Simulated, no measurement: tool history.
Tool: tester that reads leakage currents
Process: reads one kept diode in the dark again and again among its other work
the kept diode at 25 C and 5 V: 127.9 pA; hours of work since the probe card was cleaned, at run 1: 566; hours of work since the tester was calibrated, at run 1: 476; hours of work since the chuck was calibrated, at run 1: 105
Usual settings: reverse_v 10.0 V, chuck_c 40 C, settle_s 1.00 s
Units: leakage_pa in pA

run,hour,reverse_v,chuck_c,settle_s,hours of work since the probe card was cleaned,hours of work since the tester was calibrated,hours of work since the chuck was calibrated,leakage_pa
1,0.0,10.0,40,1.00,566,476,105,658.45
2,94.8,10.0,39,1.00,617,527,156,608.69
3,207.6,10.0,39,1.00,677,587,216,606.22
4,327.0,10.0,40,1.00,741,651,280,655.09
5,386.0,10.0,37,1.00,772,683,312,511.41
6,478.9,10.0,40,1.00,822,732,362,656.42
7,573.5,10.0,40,1.00,873,783,412,659.05
8,695.5,10.0,40,1.00,938,848,477,658.76
9,773.0,10.0,40,1.00,979,890,519,660.29
10,869.4,10.0,40,1.00,1031,941,571,653.86
11,941.8,10.0,40,0.32,1070,980,609,658.07
12,1062.3,10.0,40,0.32,1134,1044,674,661.13
# hour 1128.6: chuck's temperature calibrated
13,1181.8,10.0,30,0.32,1197,1107,28,281.56
14,1303.5,10.0,40,1.00,1262,1172,94,661.42
15,1396.0,10.0,40,1.00,1312,1222,143,659.35
16,1491.5,10.0,40,1.00,1363,1273,194,660.28
17,1597.4,10.0,40,1.00,1419,1330,251,660.58
18,1648.7,10.0,40,1.00,1447,1357,278,659.34
19,1704.3,10.0,40,1.00,1477,1387,308,660.45
20,1819.1,5.9,40,1.00,1538,1448,369,507.85
21,1938.0,10.0,37,0.90,1602,1512,433,513.71
22,1994.4,2.4,37,7.13,1632,1542,463,259.78
23,2046.0,10.0,40,1.45,1660,1570,491,657.55
24,2158.2,10.0,25,0.55,1720,1630,551,179.50
25,2238.7,10.0,25,0.55,1763,1673,594,179.55
26,2322.0,10.0,52,1.57,1807,1717,639,1712.24
27,2391.4,1.1,52,4.77,1844,1755,676,597.28
# hour 2452.1: chuck's temperature calibrated
28,2517.7,10.0,58,0.49,1911,1821,35,2731.19
29,2583.3,10.0,58,0.49,1946,1856,70,2719.90
30,2650.0,3.4,32,3.23,1982,1892,106,200.29
31,2771.7,5.3,40,1.00,2047,1957,171,484.80
32,2872.0,3.0,54,1.00,2100,2011,225,1125.94
33,2969.3,3.3,40,1.00,2153,2063,277,385.86
34,3075.7,2.4,27,0.69,2209,2120,334,108.33
35,3131.0,1.2,40,0.54,2239,2149,363,238.91
36,3226.3,7.7,47,9.28,2290,2200,414,1025.21
37,3299.1,8.1,30,2.36,2329,2239,453,252.81
# hour 3361.4: probe card cleaned and baked
38,3391.4,3.2,30,2.36,16,2287,501,162.54
39,3460.3,5.8,50,2.36,53,2324,538,1133.95

Some steps in leakage_pa between neighbouring runs. How much of each would the tool show without its hidden state too (settings, what came in, random variation), and how much is left for the hidden state, with any gauge scatter that isn't in both results?
The hidden state here: stray current of the dirty probe card, pA a volt; current scale over the true one, %; true chuck temperature over the reading, C; drift of the gauge itself on leakage_pa, %.
Run 25 -> 26: chuck_c 25 -> 52, settle_s 0.55 -> 1.57. leakage_pa +1532.69 pA: hidden state -2.62, all else +1535.31.
Run 26 -> 27: reverse_v 10.0 -> 1.1, settle_s 1.57 -> 4.77. leakage_pa -1114.96 pA: hidden state +1.69, all else -1116.65.
Run 27 -> 28: reverse_v 1.1 -> 10.0, chuck_c 52 -> 58, settle_s 4.77 -> 0.49, chuck's temperature calibrated. leakage_pa +2133.91 pA: hidden state +0.46, all else +2133.45.
Run 29 -> 30: reverse_v 10.0 -> 3.4, chuck_c 58 -> 32, settle_s 0.49 -> 3.23. leakage_pa -2519.61 pA: hidden state +0.78, all else -2520.39.
Run 38 -> 39: reverse_v 3.2 -> 5.8, chuck_c 30 -> 50. leakage_pa +971.41 pA: hidden state -1.62, all else +973.03.
